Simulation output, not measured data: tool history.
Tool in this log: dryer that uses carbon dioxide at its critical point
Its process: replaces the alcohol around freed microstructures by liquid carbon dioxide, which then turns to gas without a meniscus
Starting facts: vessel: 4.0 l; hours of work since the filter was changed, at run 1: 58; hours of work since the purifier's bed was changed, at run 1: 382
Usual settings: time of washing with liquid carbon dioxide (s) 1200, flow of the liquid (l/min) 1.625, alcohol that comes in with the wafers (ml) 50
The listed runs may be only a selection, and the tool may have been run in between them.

run   hour  time of washing with liquid carbon dioxide (s)  flow of the liquid (l/min)  alcohol that comes in with the wafers (ml)  hours of work since the filter was changed  hours of work since the purifier's bed was changed  alcohol left in the vessel before it's heated (ppm by volume)
  1    0.0                                            1200                       1.625                                          50                                          58                                                 382                                                             41
  2   17.5                                            1200                       1.550                                          50                                          69                                                 393                                                             46
  3   36.6                                            1200                       1.625                                          50                                          81                                                 405                                                             38
  4   46.8                                            1200                       1.625                                          50                                          88                                                 412                                                             46
  5   60.1                                            1200                       1.625                                          50                                          96                                                 420                                                             48
  6   72.8                                            1200                       1.625                                          50                                         104                                                 428                                                             49
  7   94.7                                            1200                       1.625                                          50                                         118                                                 442                                                             48
  8  110.6                                            1620                       1.625                                          50                                         128                                                 452                                                             50
  9  132.7                                            1200                       2.660                                          50                                         142                                                 466                                                             45
 10  154.7                                            1200                       2.660                                          50                                         156                                                 480                                                             44
 11  175.9                                            1200                       1.370                                          50                                         170                                                 494                                                             73
 12  193.5                                            1200                       1.625                                          50                                         181                                                 505                                                             56
 13  205.0                                            1200                       1.625                                          50                                         189                                                 513                                                             62
 14  222.5                                            1200                       2.330                                          50                                         200                                                 524                                                             46
 15  243.9                                            1200                       2.330                                          50                                         213                                                 537                                                             49
 16  258.4                                            1200                       1.625                                          50                                         223                                                 547                                                             63
 17  273.7                                            1200                       1.625                                          50                                         232                                                 556                                                             64
 18  294.3                                            1200                       1.625                                          50                                         246                                                 570                                                             63
 19  312.0                                            1200                       1.625                                          50                                         257                                                 581                                                             72
 20  321.2                                            1800                       1.625                                          50                                         263                                                 587                                                             57
 21  330.2                                            1800                       1.625                                          50                                         268                                                 592                                                             66
 22  347.0                                            1200                       1.625                                          40                                         279                                                 603                                                             61
 23  369.2                                            1200                       1.625                                          40                                         293                                                 617                                                             71
 24  382.8                                            1200                       1.625                                          40                                         302                                                 626                                                             64
 25  401.8                                             780                       1.625                                          51                                         314                                                 638                                                            176
 26  418.4                                            1080                       1.560                                          27                                         325                                                 649                                                             63
 27  436.3                                            1080                       1.560                                          27                                         336                                                 660                                                             72
 28  455.3                                            1080                       2.680                                          27                                         348                                                 672                                                             57
 29  471.7                                            1440                       1.390                                         117                                         359                                                 683                                                             84
 30  482.3                                            1440                       1.390                                         117                                         365                                                 689                                                             86
 31  504.2                                            1440                       1.390                                         117                                         379                                                 703                                                             91
 32  522.5                                            1020                       1.400                                          23                                         391                                                 715                                                             95
 33  536.1                                            1500                       1.625                                          25                                         400                                                 724                                                             57
 34  547.4                                            1740                       1.625                                          50                                         407                                                 731                                                             71
     560.5  -- inlet filter changed
 35  565.7                                            1620                       1.625                                          89                                           3                                                 742                                                             64
 36  578.7                                            1320                       1.625                                          25                                          12                                                 750                                                             65
 37  598.6                                             840                       1.650                                          87                                          24                                                 763                                                            142
 38  616.7                                             840                       1.650                                          87                                          36                                                 775                                                            147
 39  627.8                                            1800                       1.140                                          50                                          43                                                 782                                                             73
 40  642.0                                            1020                       2.050                                          21                                          52                                                 791                                                             70
 41  662.2                                            1500                       2.170                                          50                                          65                                                 804                                                             67
 42  671.7                                            1500                       2.170                                          50                                          71                                                 810                                                             74
 43  689.5                                             780                       1.510                                          99                                          82                                                 821                                                            304
 44  707.1                                             780                       1.510                                          99                                          93                                                 832                                                            305
 45  729.1                                             780                       1.510                                          99                                         108                                                 846                                                            336
 46  742.2                                             780                       1.510                                          99                                         116                                                 855                                                            346

Here are 5 independent what-if runs from the current tool condition. What would each one return?
  A  759.2                                            1380                       1.510                                          30                                         127                                                 865                                                              ?
  B  759.2                                            1380                       1.640                                         108                                         127                                                 865                                                              ?
  C  759.2                                            1080                       1.625                                          96                                         127                                                 865                                                              ?
  D  759.2                                            1320                       1.625                                          50                                         127                                                 865                                                              ?
  E  759.2                                            1140                       1.625                                          84                                         127                                                 865                                                              ?

run  alcohol left in the vessel before it's heated (ppm by volume)
  A                                                             84
  B                                                             88
  C                                                            104
  D                                                             80
  E                                                             87
Take away the tool's hidden state, keep each run's random variation, and the runs would have read:
run  alcohol left in the vessel before it's heated (ppm by volume)
  A                                                             14
  B                                                             16
  C                                                             28
  D                                                              8
  E                                                             13
